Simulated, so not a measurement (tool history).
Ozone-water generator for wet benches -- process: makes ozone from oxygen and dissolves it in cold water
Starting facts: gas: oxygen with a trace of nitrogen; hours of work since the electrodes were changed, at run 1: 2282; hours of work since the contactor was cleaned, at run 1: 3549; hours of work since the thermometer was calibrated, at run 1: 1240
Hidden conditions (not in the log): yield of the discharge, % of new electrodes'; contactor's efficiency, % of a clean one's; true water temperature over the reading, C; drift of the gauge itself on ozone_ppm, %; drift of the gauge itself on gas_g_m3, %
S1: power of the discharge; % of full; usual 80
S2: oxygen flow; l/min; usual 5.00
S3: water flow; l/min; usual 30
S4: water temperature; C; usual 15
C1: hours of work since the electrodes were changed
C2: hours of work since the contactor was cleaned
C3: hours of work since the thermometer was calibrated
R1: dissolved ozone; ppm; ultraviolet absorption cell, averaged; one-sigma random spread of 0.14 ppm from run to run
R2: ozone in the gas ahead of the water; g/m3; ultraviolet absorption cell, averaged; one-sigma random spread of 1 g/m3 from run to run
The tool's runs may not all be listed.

run     day  S1    S2  S3  S4    C1    C2    C3    R1     R2
  1   0.000  80  5.00  30  15  2282  3549  1240  14.1  170.9
  2   2.954  80  5.00  30  15  2344  3611  1302  14.3  170.4
  3   5.371  80  5.00  30  15  2395  3662  1353  14.4  168.4
  4   8.458  80  5.00  30  12  2460  3727  1418  14.8  168.0
  5  11.042  80  5.00  30  12  2514  3781  1472  14.8  169.4
  6  13.317  80  5.00  30  12  2562  3829  1520  14.8  167.6
     15.288  -- contactor cleaned
  7  15.967  80  5.00  30  12  2614    14  1572  15.0  166.6
  8  19.567  80  5.00  30  12  2690    90  1648  15.1  167.3
  9  23.038  80  5.00  30  12  2763   163  1721  15.4  166.9
 10  27.167  80  7.19  30  15  2849   250  1807  15.2  139.9
 11  31.171  80  7.19  30  15  2934   334  1892  15.2  139.2
 12  34.092  80  5.00  30  18  2995   395  1953  14.0  166.9
 13  37.692  80  5.00  20  18  3071   471  2029  19.7  165.8
 14  40.488  80  5.00  20  18  3130   530  2088  19.6  165.9
 15  44.488  80  5.00  20  15  3214   614  2172  20.3  164.4
 16  48.588  80  5.00  20  15  3300   700  2258  20.2  165.0

What does the tool deliver on the next run?
 17  51.983  80  5.00  20  15  3371  772  2329   ?   ?

R1: 20.2 ppm
R2: 162.7 g/m3
If the tool had no hidden condition, the same run with the same run-to-run variation would have returned R1 22.2 ppm, R2 176.7 g/m3.
